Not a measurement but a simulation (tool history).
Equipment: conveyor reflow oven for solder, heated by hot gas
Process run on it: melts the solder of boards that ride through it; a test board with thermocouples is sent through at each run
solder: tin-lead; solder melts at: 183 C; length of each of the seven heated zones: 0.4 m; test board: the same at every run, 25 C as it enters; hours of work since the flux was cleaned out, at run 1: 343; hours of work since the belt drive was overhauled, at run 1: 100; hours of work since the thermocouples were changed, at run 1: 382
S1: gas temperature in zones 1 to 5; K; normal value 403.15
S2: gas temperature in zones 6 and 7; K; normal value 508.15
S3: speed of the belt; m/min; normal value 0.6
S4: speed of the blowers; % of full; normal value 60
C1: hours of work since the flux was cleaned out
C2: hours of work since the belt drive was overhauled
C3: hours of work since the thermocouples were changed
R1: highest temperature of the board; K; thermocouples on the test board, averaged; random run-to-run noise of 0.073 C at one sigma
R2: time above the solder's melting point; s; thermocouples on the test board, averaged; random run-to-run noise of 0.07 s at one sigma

{"run": 1, "hour": 0.0, "S1": 403.15, "S2": 508.15, "S3": 0.6, "S4": 60, "C1": 343, "C2": 100, "C3": 382, "R1": 489.47, "R2": 55.95}
{"hour": 9.7, "done": "flux residue cleaned out of gas plates and filters"}
{"run": 2, "hour": 14.0, "S1": 403.15, "S2": 508.15, "S3": 0.6, "S4": 60, "C1": 3, "C2": 106, "C3": 388, "R1": 491.28, "R2": 57.74}
{"run": 3, "hour": 21.7, "S1": 403.15, "S2": 508.15, "S3": 0.6, "S4": 69, "C1": 8, "C2": 111, "C3": 393, "R1": 493.69, "R2": 60.19}
{"run": 4, "hour": 29.4, "S1": 403.15, "S2": 508.15, "S3": 0.6, "S4": 67, "C1": 13, "C2": 116, "C3": 398, "R1": 493.12, "R2": 59.62}
{"run": 5, "hour": 34.6, "S1": 403.15, "S2": 508.15, "S3": 0.6, "S4": 67, "C1": 16, "C2": 119, "C3": 401, "R1": 493.17, "R2": 59.7}
{"run": 6, "hour": 39.4, "S1": 403.15, "S2": 508.15, "S3": 0.6, "S4": 67, "C1": 19, "C2": 122, "C3": 404, "R1": 493.14, "R2": 59.58}
{"run": 7, "hour": 43.7, "S1": 403.15, "S2": 508.15, "S3": 0.6, "S4": 67, "C1": 22, "C2": 125, "C3": 407, "R1": 492.99, "R2": 59.49}
{"run": 8, "hour": 49.8, "S1": 403.15, "S2": 508.15, "S3": 0.6, "S4": 53, "C1": 26, "C2": 129, "C3": 411, "R1": 488.86, "R2": 55.3}
{"run": 9, "hour": 56.1, "S1": 417.15, "S2": 508.15, "S3": 0.6, "S4": 68, "C1": 30, "C2": 133, "C3": 415, "R1": 495.42, "R2": 66.18}
{"run": 10, "hour": 60.7, "S1": 417.15, "S2": 508.15, "S3": 0.6, "S4": 68, "C1": 32, "C2": 135, "C3": 418, "R1": 495.44, "R2": 66.36}
{"run": 11, "hour": 65.7, "S1": 417.15, "S2": 508.15, "S3": 0.6, "S4": 68, "C1": 36, "C2": 139, "C3": 421, "R1": 495.54, "R2": 66.39}
{"run": 12, "hour": 71.2, "S1": 390.15, "S2": 508.15, "S3": 0.673, "S4": 70, "C1": 39, "C2": 142, "C3": 424, "R1": 487.42, "R2": 45.05}
{"run": 13, "hour": 75.8, "S1": 390.15, "S2": 508.15, "S3": 0.673, "S4": 70, "C1": 42, "C2": 145, "C3": 427, "R1": 487.46, "R2": 44.85}
{"run": 14, "hour": 81.8, "S1": 413.15, "S2": 519.15, "S3": 0.673, "S4": 70, "C1": 46, "C2": 149, "C3": 431, "R1": 501.14, "R2": 60.59}
{"run": 15, "hour": 88.9, "S1": 413.15, "S2": 519.15, "S3": 0.709, "S4": 62, "C1": 50, "C2": 153, "C3": 436, "R1": 496.76, "R2": 54.64}
{"run": 16, "hour": 94.2, "S1": 413.15, "S2": 519.15, "S3": 0.709, "S4": 62, "C1": 54, "C2": 157, "C3": 439, "R1": 496.7, "R2": 54.85}

Forecast each of these 4 alternatives for the next run:
{"run": "A", "hour": 98.9, "S1": 413.15, "S2": 520.15, "S3": 0.709, "S4": 62, "C1": 57, "C2": 160, "C3": 442, "R1": "?", "R2": "?"}
{"run": "B", "hour": 98.9, "S1": 413.15, "S2": 503.15, "S3": 0.568, "S4": 71, "C1": 57, "C2": 160, "C3": 442, "R1": "?", "R2": "?"}
{"run": "C", "hour": 98.9, "S1": 401.15, "S2": 508.15, "S3": 0.522, "S4": 57, "C1": 57, "C2": 160, "C3": 442, "R1": "?", "R2": "?"}
{"run": "D", "hour": 98.9, "S1": 407.15, "S2": 500.15, "S3": 0.709, "S4": 77, "C1": 57, "C2": 160, "C3": 442, "R1": "?", "R2": "?"}

run=A R1=497.4 R2=55.31
run=B R1=492.63 R2=66.88
run=C R1=494.44 R2=69.53
run=D R1=483.84 R2=44.36
With no hidden state in the tool, these same runs would have given:
run=A R1=496.7 R2=54.77
run=B R1=491.79 R2=66.18
run=C R1=493.58 R2=68.74
run=D R1=483.13 R2=43.74
